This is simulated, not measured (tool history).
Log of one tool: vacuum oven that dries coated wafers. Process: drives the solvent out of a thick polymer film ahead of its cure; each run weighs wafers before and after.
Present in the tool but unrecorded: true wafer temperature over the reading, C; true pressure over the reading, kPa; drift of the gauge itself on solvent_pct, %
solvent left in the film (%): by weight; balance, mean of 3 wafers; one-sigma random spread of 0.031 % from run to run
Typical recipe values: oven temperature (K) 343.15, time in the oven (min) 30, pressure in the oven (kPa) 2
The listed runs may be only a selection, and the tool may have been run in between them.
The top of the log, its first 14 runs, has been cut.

run,hour,oven temperature (K),time in the oven (min),pressure in the oven (kPa),hours of work since the thermocouples were calibrated,hours of work since the vacuum gauge was cleaned of residue,solvent left in the film (%)
15,590.6,343.15,30,2,274,1303,1.65
16,622.8,343.15,30,2,292,1321,1.66
17,674.8,357.15,30,2,322,1350,0.65
18,698.2,357.15,30,2,335,1363,0.64
19,741.9,357.15,30,2,359,1388,0.7
20,783.8,343.15,30,2,383,1411,1.68
21,820.1,343.15,30,1.12,403,1431,1.21
22,842.6,331.15,15,1.94,416,1444,7.21
23,874.8,337.15,21,2.66,434,1462,4.38
24,896.7,337.15,40,5.08,446,1474,4.19
25,948.7,329.15,40,5.09,475,1504,6.58
26,981.6,329.15,40,5.09,494,1522,6.57

Run 27 has not been measured yet. What should we expect?
27,1004.8,343.15,20,7.42,507,1535,?

Run 27 came out at solvent left in the film (%) 5.38.
Without the tool's hidden state the same run would have given solvent left in the film (%) 5.38.
